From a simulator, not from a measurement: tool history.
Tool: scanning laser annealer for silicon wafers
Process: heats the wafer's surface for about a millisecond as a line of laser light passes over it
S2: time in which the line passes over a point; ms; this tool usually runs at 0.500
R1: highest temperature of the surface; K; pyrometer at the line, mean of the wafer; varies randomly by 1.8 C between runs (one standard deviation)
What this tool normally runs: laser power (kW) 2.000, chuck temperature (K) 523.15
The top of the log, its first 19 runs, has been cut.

Run 20, hour 284.0: usual settings but laser power (kW) 1.758. Result: R1 1192.15 K.
Run 21, hour 303.8: usual settings but S2 0.381 ms, chuck temperature (K) 502.15. Result: R1 1155.15 K.
Run 22, hour 312.5: usual settings but S2 0.407 ms. Result: R1 1198.15 K.
Run 23, hour 321.8: usual settings but laser power (kW) 1.849, S2 0.593 ms, chuck temperature (K) 561.15. Result: R1 1327.15 K.
Run 24, hour 332.9: usual settings but laser power (kW) 1.730, S2 0.501 ms, chuck temperature (K) 492.15. Result: R1 1150.15 K.
Run 25, hour 349.1: usual settings but laser power (kW) 2.100. Result: R1 1314.15 K.
Run 26, hour 363.2: usual settings but laser power (kW) 2.100. Result: R1 1309.15 K.
At hour 367.6: laser's power meter calibrated.
Run 27, hour 382.2: usual settings but laser power (kW) 2.100. Result: R1 1309.15 K.
Run 28, hour 399.1: usual settings but laser power (kW) 1.812, chuck temperature (K) 553.15. Result: R1 1239.15 K.
Run 29, hour 414.3: usual settings but laser power (kW) 1.908, S2 0.601 ms, chuck temperature (K) 496.15. Result: R1 1288.15 K.
At hour 435.2: laser's power meter calibrated, once more.
Run 30, hour 436.0: usual settings but laser power (kW) 1.908, S2 0.601 ms, chuck temperature (K) 496.15. Result: R1 1281.15 K.
Run 31, hour 456.1: usual settings but laser power (kW) 1.908, S2 0.601 ms, chuck temperature (K) 496.15. Result: R1 1277.15 K.
At hour 462.8: window over the wafer cleaned.
Run 32, hour 468.3: usual settings but laser power (kW) 1.815, S2 0.483 ms. Result: R1 1224.15 K.
Run 33, hour 478.4: usual settings but laser power (kW) 1.815, S2 0.451 ms, chuck temperature (K) 559.15. Result: R1 1234.15 K.
Run 34, hour 489.0: usual settings but laser power (kW) 1.815, S2 0.451 ms, chuck temperature (K) 559.15. Result: R1 1236.15 K.
Run 35, hour 499.9: usual settings but S2 0.619 ms, chuck temperature (K) 491.15. Result: R1 1366.15 K.
Run 36, hour 514.9: usual settings but S2 0.619 ms, chuck temperature (K) 491.15. Result: R1 1363.15 K.
Run 37, hour 532.5: usual settings but laser power (kW) 1.786, chuck temperature (K) 556.15. Result: R1 1255.15 K.
Run 38, hour 542.6: usual settings but laser power (kW) 1.786, chuck temperature (K) 556.15. Result: R1 1256.15 K.
Run 39, hour 552.2: usual settings but laser power (kW) 2.039, S2 0.359 ms, chuck temperature (K) 556.15. Result: R1 1221.15 K.
Run 40, hour 568.4: usual settings but S2 0.424 ms. Result: R1 1238.15 K.

Each row is a separate what-if for the run after 40, all from the same tool condition, not one after another. Results?
Run A, hour 582.8: usual settings but laser power (kW) 2.161. Result: R1 ?.
Run B, hour 582.8: usual settings but laser power (kW) 2.186, S2 0.582 ms, chuck temperature (K) 524.15. Result: R1 ?.
Run C, hour 582.8: usual settings but laser power (kW) 1.887, S2 0.425 ms, chuck temperature (K) 550.15. Result: R1 ?.
Run D, hour 582.8: usual settings but laser power (kW) 2.171, S2 0.436 ms, chuck temperature (K) 521.15. Result: R1 ?.

run       R1
  A  1356.15
  B  1437.15
  C  1223.15
  D  1300.15
The same runs, with their run-to-run variation unchanged, on a tool lacking any hidden condition would have given:
run       R1
  A  1369.15
  B  1452.15
  C  1234.15
  D  1312.15
